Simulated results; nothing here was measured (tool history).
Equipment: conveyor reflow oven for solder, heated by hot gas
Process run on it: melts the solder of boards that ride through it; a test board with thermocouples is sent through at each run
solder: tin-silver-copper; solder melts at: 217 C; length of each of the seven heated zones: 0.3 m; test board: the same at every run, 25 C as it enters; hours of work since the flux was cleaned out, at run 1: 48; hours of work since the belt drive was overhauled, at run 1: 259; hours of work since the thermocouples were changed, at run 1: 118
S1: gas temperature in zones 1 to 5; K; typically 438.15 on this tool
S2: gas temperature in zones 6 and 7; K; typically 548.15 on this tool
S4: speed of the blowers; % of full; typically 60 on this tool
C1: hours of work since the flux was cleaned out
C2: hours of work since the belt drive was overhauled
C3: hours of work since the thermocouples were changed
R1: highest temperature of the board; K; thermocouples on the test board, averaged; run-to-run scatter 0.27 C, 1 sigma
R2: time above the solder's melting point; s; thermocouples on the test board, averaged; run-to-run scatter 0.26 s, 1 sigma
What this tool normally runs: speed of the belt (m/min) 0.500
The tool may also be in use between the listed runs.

run 1 day=0.000 | S1=438.15 S2=548.15 speed_of_the_belt_(m/min)=0.500 S4=60 | C1=48 C2=259 C3=118 | R1=525.25 R2=49.5
run 2 day=1.596 | S1=438.15 S2=548.15 speed_of_the_belt_(m/min)=0.500 S4=52 | C1=75 C2=286 C3=146 | R1=522.35 R2=46.9
run 3 day=3.492 | S1=438.15 S2=548.15 speed_of_the_belt_(m/min)=0.500 S4=52 | C1=108 C2=319 C3=179 | R1=521.75 R2=46.6
run 4 day=5.600 | S1=438.15 S2=548.15 speed_of_the_belt_(m/min)=0.500 S4=52 | C1=144 C2=355 C3=215 | R1=521.85 R2=46.2
run 5 day=6.942 | S1=438.15 S2=548.15 speed_of_the_belt_(m/min)=0.536 S4=60 | C1=167 C2=378 C3=238 | R1=521.25 R2=43.1
run 6 day=8.567 | S1=438.15 S2=548.15 speed_of_the_belt_(m/min)=0.536 S4=60 | C1=195 C2=406 C3=266 | R1=521.05 R2=42.7
run 7 day=10.304 | S1=438.15 S2=548.15 speed_of_the_belt_(m/min)=0.500 S4=60 | C1=225 C2=436 C3=296 | R1=524.65 R2=48.2
run 8 day=12.867 | S1=438.15 S2=548.15 speed_of_the_belt_(m/min)=0.500 S4=73 | C1=269 C2=480 C3=340 | R1=527.65 R2=51.7
-- day=13.888 flux residue cleaned out of gas plates and filters
run 9 day=16.008 | S1=438.15 S2=548.15 speed_of_the_belt_(m/min)=0.500 S4=60 | C1=37 C2=531 C3=390 | R1=522.75 R2=47.4
run 10 day=18.504 | S1=438.15 S2=548.15 speed_of_the_belt_(m/min)=0.500 S4=75 | C1=79 C2=574 C3=433 | R1=525.45 R2=50.5
run 11 day=21.104 | S1=438.15 S2=548.15 speed_of_the_belt_(m/min)=0.500 S4=64 | C1=124 C2=618 C3=478 | R1=523.15 R2=48.2
run 12 day=23.279 | S1=438.15 S2=548.15 speed_of_the_belt_(m/min)=0.493 S4=60 | C1=162 C2=656 C3=515 | R1=522.95 R2=47.7
run 13 day=25.046 | S1=438.15 S2=548.15 speed_of_the_belt_(m/min)=0.493 S4=60 | C1=192 C2=686 C3=546 | R1=522.65 R2=48.0
run 14 day=26.796 | S1=438.15 S2=548.15 speed_of_the_belt_(m/min)=0.493 S4=60 | C1=222 C2=716 C3=576 | R1=522.45 R2=47.3
run 15 day=29.675 | S1=438.15 S2=548.15 speed_of_the_belt_(m/min)=0.493 S4=60 | C1=272 C2=766 C3=625 | R1=521.85 R2=47.3
-- day=30.508 flux residue cleaned out of gas plates and filters
-- day=32.033 flux residue cleaned out of gas plates and filters, once more
run 16 day=32.212 | S1=438.15 S2=548.15 speed_of_the_belt_(m/min)=0.493 S4=60 | C1=3 C2=802 C3=662 | R1=527.65 R2=53.0
-- day=33.296 belt drive overhauled, speed set with a stopwatch
run 17 day=33.888 | S1=438.15 S2=562.15 speed_of_the_belt_(m/min)=0.493 S4=87 | C1=29 C2=10 C3=688 | R1=546.15 R2=63.0
run 18 day=36.242 | S1=438.15 S2=548.15 speed_of_the_belt_(m/min)=0.417 S4=60 | C1=70 C2=51 C3=728 | R1=533.45 R2=67.4
run 19 day=39.229 | S1=438.15 S2=548.15 speed_of_the_belt_(m/min)=0.417 S4=60 | C1=121 C2=102 C3=780 | R1=533.25 R2=67.8
run 20 day=41.692 | S1=438.15 S2=548.15 speed_of_the_belt_(m/min)=0.417 S4=60 | C1=163 C2=144 C3=822 | R1=533.35 R2=67.3
run 21 day=44.329 | S1=438.15 S2=548.15 speed_of_the_belt_(m/min)=0.476 S4=60 | C1=209 C2=190 C3=868 | R1=527.85 R2=54.4
run 22 day=47.179 | S1=438.15 S2=548.15 speed_of_the_belt_(m/min)=0.476 S4=60 | C1=258 C2=239 C3=917 | R1=527.75 R2=54.2
-- day=47.825 thermocouples of zones 6 and 7 changed
-- day=48.942 flux residue cleaned out of gas plates and filters
run 23 day=49.646 | S1=443.15 S2=550.15 speed_of_the_belt_(m/min)=0.528 S4=63 | C1=12 C2=276 C3=28 | R1=526.15 R2=49.3
run 24 day=52.629 | S1=443.15 S2=550.15 speed_of_the_belt_(m/min)=0.528 S4=63 | C1=63 C2=328 C3=79 | R1=526.35 R2=48.8
run 25 day=54.017 | S1=430.15 S2=562.15 speed_of_the_belt_(m/min)=0.500 S4=78 | C1=87 C2=352 C3=103 | R1=539.85 R2=57.3
run 26 day=56.446 | S1=430.15 S2=562.15 speed_of_the_belt_(m/min)=0.500 S4=78 | C1=129 C2=393 C3=145 | R1=539.65 R2=57.5
run 27 day=58.408 | S1=424.15 S2=539.15 speed_of_the_belt_(m/min)=0.459 S4=53 | C1=163 C2=427 C3=179 | R1=515.15 R2=41.0
run 28 day=61.338 | S1=438.15 S2=543.15 speed_of_the_belt_(m/min)=0.500 S4=62 | C1=213 C2=477 C3=229 | R1=520.15 R2=45.7
run 29 day=63.654 | S1=426.15 S2=546.15 speed_of_the_belt_(m/min)=0.553 S4=62 | C1=253 C2=517 C3=269 | R1=514.65 R2=33.2
-- day=65.546 flux residue cleaned out of gas plates and filters
run 30 day=66.829 | S1=438.15 S2=554.15 speed_of_the_belt_(m/min)=0.499 S4=60 | C1=22 C2=568 C3=320 | R1=530.55 R2=53.7

Here are 3 independent what-if runs from the current tool condition. What would each one return?
run A day=68.192 | S1=434.15 S2=554.15 speed_of_the_belt_(m/min)=0.500 S4=80 | C1=46 C2=592 C3=343 | R1=? R2=?
run B day=68.192 | S1=438.15 S2=538.15 speed_of_the_belt_(m/min)=0.551 S4=64 | C1=46 C2=592 C3=343 | R1=? R2=?
run C day=68.192 | S1=438.15 S2=558.15 speed_of_the_belt_(m/min)=0.500 S4=59 | C1=46 C2=592 C3=343 | R1=? R2=?

run=A R1=534.75 R2=55.8
run=B R1=514.45 R2=36.0
run=C R1=533.85 R2=55.6
Without the tool's unlogged condition, the same runs would have read:
run=A R1=534.45 R2=55.3
run=B R1=514.05 R2=35.5
run=C R1=533.45 R2=55.0
